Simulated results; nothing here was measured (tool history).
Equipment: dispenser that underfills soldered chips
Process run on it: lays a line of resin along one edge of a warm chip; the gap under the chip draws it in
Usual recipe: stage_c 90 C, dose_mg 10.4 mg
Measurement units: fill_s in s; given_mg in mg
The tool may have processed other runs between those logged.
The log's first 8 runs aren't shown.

run 9 day=1.454 | stage_c=90 dose_mg=11.6 | fill_s=63.8 given_mg=11.54
-- day=1.638 new syringe of resin
run 10 day=1.638 | stage_c=90 dose_mg=11.6 | fill_s=46.2 given_mg=11.58
run 11 day=1.812 | stage_c=90 dose_mg=12.4 | fill_s=57.2 given_mg=12.21
run 12 day=2.017 | stage_c=90 dose_mg=12.4 | fill_s=73.3 given_mg=12.33
-- day=2.088 new syringe of resin
run 13 day=2.279 | stage_c=92 dose_mg=10.4 | fill_s=57.7 given_mg=10.25
run 14 day=2.429 | stage_c=90 dose_mg=11.3 | fill_s=71.8 given_mg=11.09
-- day=2.529 new syringe of resin
run 15 day=2.592 | stage_c=90 dose_mg=11.3 | fill_s=50.6 given_mg=11.19
run 16 day=2.833 | stage_c=90 dose_mg=11.3 | fill_s=67.9 given_mg=11.11
-- day=2.967 new syringe of resin
run 17 day=3.058 | stage_c=90 dose_mg=12.6 | fill_s=51.7 given_mg=12.42
run 18 day=3.283 | stage_c=90 dose_mg=12.6 | fill_s=68.1 given_mg=12.32
-- day=3.417 new syringe of resin
run 19 day=3.512 | stage_c=90 dose_mg=12.6 | fill_s=51.8 given_mg=12.32
run 20 day=3.638 | stage_c=90 dose_mg=9.7 | fill_s=63.1 given_mg=9.36
run 21 day=3.779 | stage_c=90 dose_mg=9.7 | fill_s=75.9 given_mg=9.41

Run 22 comes next. What will it give?
-- day=3.854 new syringe of resin
run 22 day=3.975 | stage_c=90 dose_mg=9.7 | fill_s=? given_mg=?

fill_s: 55.0 s
given_mg: 9.47 mg
Without the tool's hidden state the same run would have given fill_s 47.3 s, given_mg 9.77 mg.

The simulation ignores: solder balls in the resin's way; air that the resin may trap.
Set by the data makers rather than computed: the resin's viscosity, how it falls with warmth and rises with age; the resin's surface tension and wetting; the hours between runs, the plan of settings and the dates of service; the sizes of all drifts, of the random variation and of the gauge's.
